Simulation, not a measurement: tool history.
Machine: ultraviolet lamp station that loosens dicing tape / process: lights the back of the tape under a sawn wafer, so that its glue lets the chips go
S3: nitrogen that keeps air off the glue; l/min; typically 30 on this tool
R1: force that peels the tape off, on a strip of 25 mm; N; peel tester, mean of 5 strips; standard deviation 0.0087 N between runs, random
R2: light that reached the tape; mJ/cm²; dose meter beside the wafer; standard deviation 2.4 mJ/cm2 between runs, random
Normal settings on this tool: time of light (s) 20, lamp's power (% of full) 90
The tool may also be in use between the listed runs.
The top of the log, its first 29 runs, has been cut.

-- hour=366.2 window cleaned of glue's vapour, once more
run 30 hour=370.1 | time_of_light_(s)=32 lamp's_power_(%_of_full)=60 S3=17 | R1=0.567 R2=268
run 31 hour=381.9 | time_of_light_(s)=23 lamp's_power_(%_of_full)=77 S3=21 | R1=0.568 R2=254
run 32 hour=392.3 | time_of_light_(s)=12 lamp's_power_(%_of_full)=90 S3=44 | R1=0.912 R2=147
run 33 hour=401.3 | time_of_light_(s)=25 lamp's_power_(%_of_full)=90 S3=20 | R1=0.351 R2=309
run 34 hour=409.0 | time_of_light_(s)=39 lamp's_power_(%_of_full)=73 S3=15 | R1=0.290 R2=395
run 35 hour=426.0 | time_of_light_(s)=11 lamp's_power_(%_of_full)=68 S3=15 | R1=3.267 R2=101
run 36 hour=436.0 | time_of_light_(s)=21 lamp's_power_(%_of_full)=99 S3=47 | R1=0.252 R2=283
run 37 hour=449.0 | time_of_light_(s)=21 lamp's_power_(%_of_full)=99 S3=47 | R1=0.241 R2=284
run 38 hour=461.4 | time_of_light_(s)=21 lamp's_power_(%_of_full)=99 S3=47 | R1=0.247 R2=278
run 39 hour=471.1 | time_of_light_(s)=21 lamp's_power_(%_of_full)=79 S3=15 | R1=0.886 R2=222
run 40 hour=481.5 | time_of_light_(s)=21 lamp's_power_(%_of_full)=79 S3=9 | R1=1.362 R2=226
run 41 hour=498.6 | time_of_light_(s)=21 lamp's_power_(%_of_full)=79 S3=9 | R1=1.380 R2=223
run 42 hour=512.4 | time_of_light_(s)=21 lamp's_power_(%_of_full)=79 S3=9 | R1=1.440 R2=224
run 43 hour=522.6 | time_of_light_(s)=21 lamp's_power_(%_of_full)=79 S3=9 | R1=1.419 R2=223

What if the next run were any one of these 3? Each begins from the tool's condition after run 43:
run A hour=530.4 | time_of_light_(s)=33 lamp's_power_(%_of_full)=96 S3=16 | R1=? R2=?
run B hour=530.4 | time_of_light_(s)=21 lamp's_power_(%_of_full)=76 S3=30 | R1=? R2=?
run C hour=530.4 | time_of_light_(s)=19 lamp's_power_(%_of_full)=99 S3=29 | R1=? R2=?

run=A R1=0.248 R2=421
run=B R1=0.578 R2=213
run=C R1=0.427 R2=251
Without the tool's hidden state the same runs would have given:
run=A R1=0.219 R2=471
run=B R1=0.453 R2=238
run=C R1=0.344 R2=280
